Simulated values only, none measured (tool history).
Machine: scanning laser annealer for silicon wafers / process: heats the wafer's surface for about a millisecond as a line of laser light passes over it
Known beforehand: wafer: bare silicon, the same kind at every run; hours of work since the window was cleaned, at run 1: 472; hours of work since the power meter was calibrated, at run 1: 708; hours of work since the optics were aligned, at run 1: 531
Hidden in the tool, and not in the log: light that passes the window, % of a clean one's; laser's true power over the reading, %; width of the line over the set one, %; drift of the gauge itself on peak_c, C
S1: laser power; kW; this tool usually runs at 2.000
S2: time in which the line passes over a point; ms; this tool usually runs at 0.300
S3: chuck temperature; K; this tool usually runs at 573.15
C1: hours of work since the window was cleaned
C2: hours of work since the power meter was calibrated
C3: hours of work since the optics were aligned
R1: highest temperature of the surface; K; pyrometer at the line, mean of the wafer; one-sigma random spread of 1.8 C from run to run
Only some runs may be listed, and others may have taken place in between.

run,hour,S1,S2,S3,C1,C2,C3,R1
1,0.0,2.000,0.300,573.15,472,708,531,1302.15
2,45.1,2.000,0.300,573.15,498,733,556,1303.15
3,72.8,2.000,0.300,573.15,513,749,572,1303.15
4,125.0,2.000,0.300,573.15,543,778,601,1301.15
5,155.5,2.000,0.300,573.15,560,795,619,1300.15
6,186.2,2.000,0.300,573.15,577,813,636,1300.15
7,212.5,1.922,0.300,573.15,592,827,651,1269.15
8,243.1,1.922,0.300,573.15,609,845,668,1269.15
9,283.6,1.922,0.300,573.15,632,867,691,1268.15
10,330.4,1.922,0.300,573.15,658,894,717,1266.15
11,360.0,1.922,0.300,573.15,675,910,734,1267.15
12,400.4,2.000,0.300,573.15,698,933,756,1296.15
13,440.7,2.000,0.300,573.15,720,956,779,1297.15
# hour 449.4: laser's power meter calibrated
14,489.7,1.999,0.370,568.15,746,23,805,1382.15
15,546.7,2.188,0.337,611.15,778,55,837,1463.15
# hour 598.0: window over the wafer cleaned
16,606.9,1.842,0.300,579.15,5,87,870,1257.15
17,656.7,2.139,0.302,576.15,33,115,898,1371.15
18,701.0,1.735,0.300,577.15,58,140,922,1214.15
# hour 722.1: laser's power meter calibrated, once more
19,762.9,2.166,0.220,554.15,91,23,956,1223.15
20,798.3,1.798,0.306,573.15,111,43,975,1231.15
21,826.0,1.798,0.306,573.15,126,58,991,1233.15
22,876.6,1.727,0.300,554.15,155,87,1019,1178.15
23,938.5,2.119,0.300,573.15,190,122,1054,1350.15
24,1001.3,2.119,0.300,573.15,225,157,1090,1349.15
25,1045.2,2.010,0.256,573.15,250,182,1114,1242.15

Predict each of these 4 candidate next runs independently; none follows another, all start after run 25:
A,1078.1,2.199,0.362,592.15,268,200,1133,?
B,1078.1,2.000,0.265,573.15,268,200,1133,?
C,1078.1,2.010,0.283,540.15,268,200,1133,?
D,1078.1,2.000,0.229,596.15,268,200,1133,?

run,R1
A,1487.15
B,1255.15
C,1249.15
D,1224.15
Had the tool no hidden state, the same runs would have come out as:
run,R1
A,1501.15
B,1265.15
C,1260.15
D,1234.15

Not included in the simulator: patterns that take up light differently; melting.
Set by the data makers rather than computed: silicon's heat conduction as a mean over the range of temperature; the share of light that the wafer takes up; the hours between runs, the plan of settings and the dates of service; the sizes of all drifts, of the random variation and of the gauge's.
